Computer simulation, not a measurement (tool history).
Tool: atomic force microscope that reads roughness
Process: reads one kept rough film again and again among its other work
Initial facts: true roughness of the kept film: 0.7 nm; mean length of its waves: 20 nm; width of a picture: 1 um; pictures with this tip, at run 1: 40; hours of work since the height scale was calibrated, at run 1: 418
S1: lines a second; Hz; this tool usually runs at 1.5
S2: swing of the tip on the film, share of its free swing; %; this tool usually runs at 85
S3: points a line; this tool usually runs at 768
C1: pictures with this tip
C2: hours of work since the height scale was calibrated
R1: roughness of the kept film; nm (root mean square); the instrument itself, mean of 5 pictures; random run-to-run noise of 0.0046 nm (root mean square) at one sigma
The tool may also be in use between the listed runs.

Run 1, hour 0: usual settings; C1 40; C2 418. Result: R1 0.544 nm (root mean square).
Run 2, hour 19.7: usual settings; C1 64; C2 432. Result: R1 0.53 nm (root mean square).
At hour 28.2: new tip fitted.
Run 3, hour 39.2: usual settings; C1 13; C2 445. Result: R1 0.578 nm (root mean square).
Run 4, hour 48: usual settings; C1 24; C2 452. Result: R1 0.563 nm (root mean square).
Run 5, hour 57.3: usual settings but S1 3.01 Hz; C1 35; C2 458. Result: R1 0.494 nm (root mean square).
Run 6, hour 68.5: usual settings but S1 2.38 Hz; C1 49; C2 466. Result: R1 0.511 nm (root mean square).
Run 7, hour 80.6: usual settings but S1 2.38 Hz; C1 63; C2 475. Result: R1 0.504 nm (root mean square).
At hour 88.4: new tip fitted.
Run 8, hour 98.7: usual settings but S1 2.38 Hz; C1 12; C2 487. Result: R1 0.538 nm (root mean square).
Run 9, hour 109.6: usual settings; C1 25; C2 495. Result: R1 0.557 nm (root mean square).
Run 10, hour 118.6: usual settings; C1 36; C2 501. Result: R1 0.558 nm (root mean square).
Run 11, hour 136.3: usual settings; C1 57; C2 513. Result: R1 0.536 nm (root mean square).
At hour 149.2: new tip fitted.
Run 12, hour 155: usual settings; C1 7; C2 526. Result: R1 0.577 nm (root mean square).
At hour 157.3: height scale calibrated on a step standard.
Run 13, hour 171: usual settings; C1 25; C2 10. Result: R1 0.555 nm (root mean square).
Run 14, hour 187.8: usual settings; C1 45; C2 21. Result: R1 0.55 nm (root mean square).
Run 15, hour 205.4: usual settings but S2 72 %; C1 66; C2 34. Result: R1 0.566 nm (root mean square).
At hour 211.2: new tip fitted.
Run 16, hour 214.3: usual settings but S2 72 %; C1 4; C2 40. Result: R1 0.619 nm (root mean square).
At hour 216.5: height scale calibrated on a step standard, once more.
Run 17, hour 230.8: usual settings but S2 72 %, S3 551; C1 22; C2 10. Result: R1 0.601 nm (root mean square).
Run 18, hour 246.8: usual settings but S1 0.73 Hz; C1 41; C2 21. Result: R1 0.589 nm (root mean square).
Run 19, hour 267: usual settings but S2 57 %; C1 66; C2 35. Result: R1 0.59 nm (root mean square).
At hour 272.5: new tip fitted.
Run 20, hour 280.9: usual settings but S1 0.62 Hz, S2 80 %; C1 10; C2 45. Result: R1 0.627 nm (root mean square).
Run 21, hour 289.9: usual settings but S1 0.89 Hz; C1 20; C2 51. Result: R1 0.607 nm (root mean square).
Run 22, hour 298.6: usual settings but S1 2.62 Hz, S2 79 %; C1 31; C2 57. Result: R1 0.541 nm (root mean square).
Run 23, hour 314.7: usual settings but S1 2.62 Hz, S2 79 %; C1 50; C2 69. Result: R1 0.534 nm (root mean square).
Run 24, hour 324.7: usual settings but S1 1.36 Hz, S2 62 %, S3 295; C1 62; C2 76. Result: R1 0.581 nm (root mean square).
At hour 334.2: new tip fitted.
Run 25, hour 345.9: usual settings but S2 61 %, S3 452; C1 14; C2 90. Result: R1 0.63 nm (root mean square).
Run 26, hour 362.8: usual settings but S2 61 %, S3 452; C1 34; C2 102. Result: R1 0.615 nm (root mean square).
Run 27, hour 379.2: usual settings but S2 66 %, S3 283; C1 53; C2 114. Result: R1 0.566 nm (root mean square).
At hour 396.2: new tip fitted.
Run 28, hour 396.7: usual settings but S2 66 %, S3 283; C1 1; C2 125. Result: R1 0.623 nm (root mean square).
Run 29, hour 409.2: usual settings but S1 3.88 Hz, S2 63 %, S3 548; C1 16; C2 134. Result: R1 0.593 nm (root mean square).
Run 30, hour 428.8: usual settings but S1 0.51 Hz, S2 63 %, S3 442; C1 39; C2 148. Result: R1 0.618 nm (root mean square).
Run 31, hour 439: usual settings but S1 0.51 Hz, S2 63 %, S3 442; C1 51; C2 155. Result: R1 0.603 nm (root mean square).
Run 32, hour 450: usual settings but S1 0.92 Hz, S3 970; C1 65; C2 163. Result: R1 0.554 nm (root mean square).
At hour 457.8: new tip fitted.
Run 33, hour 468.9: usual settings but S1 0.88 Hz; C1 13; C2 176. Result: R1 0.597 nm (root mean square).
Run 34, hour 479.5: usual settings but S1 0.88 Hz; C1 26; C2 183. Result: R1 0.591 nm (root mean square).
Run 35, hour 492.7: usual settings but S1 1.07 Hz, S2 56 %, S3 603; C1 42; C2 193. Result: R1 0.615 nm (root mean square).
Run 36, hour 512.4: usual settings but S1 1.48 Hz, S3 483; C1 65; C2 206. Result: R1 0.532 nm (root mean square).
At hour 518.9: new tip fitted.
Run 37, hour 529: usual settings but S3 257; C1 12; C2 218. Result: R1 0.562 nm (root mean square).
Run 38, hour 540: usual settings but S3 257; C1 25; C2 225. Result: R1 0.549 nm (root mean square).

Difference, measured minus no-hidden-state, one row per run. Run-to-run variation is common to both terms; the gauge's own scatter need not be:
The tool's hidden condition here consists of: radius of the tip, nm; height scale over the true one, %; drift of the gauge itself on roughness_nm, %.
run      R1
  1   -0.04
  2   -0.06
  3  -0.016
  4  -0.024
  5  -0.028
  6   -0.04
  7   -0.05
  8  -0.013
  9  -0.025
 10  -0.035
 11   -0.05
 12   -0.01
 13  -0.027
 14  -0.043
 15  -0.064
 16   -0.01
 17  -0.022
 18  -0.039
 19   -0.06
 20  -0.011
 21  -0.019
 22  -0.025
 23   -0.04
 24  -0.056
 25  -0.015
 26  -0.032
 27  -0.048
 28  -0.003
 29  -0.016
 30  -0.038
 31   -0.05
 32  -0.059
 33  -0.017
 34  -0.029
 35  -0.047
 36  -0.059
 37  -0.013
 38  -0.024
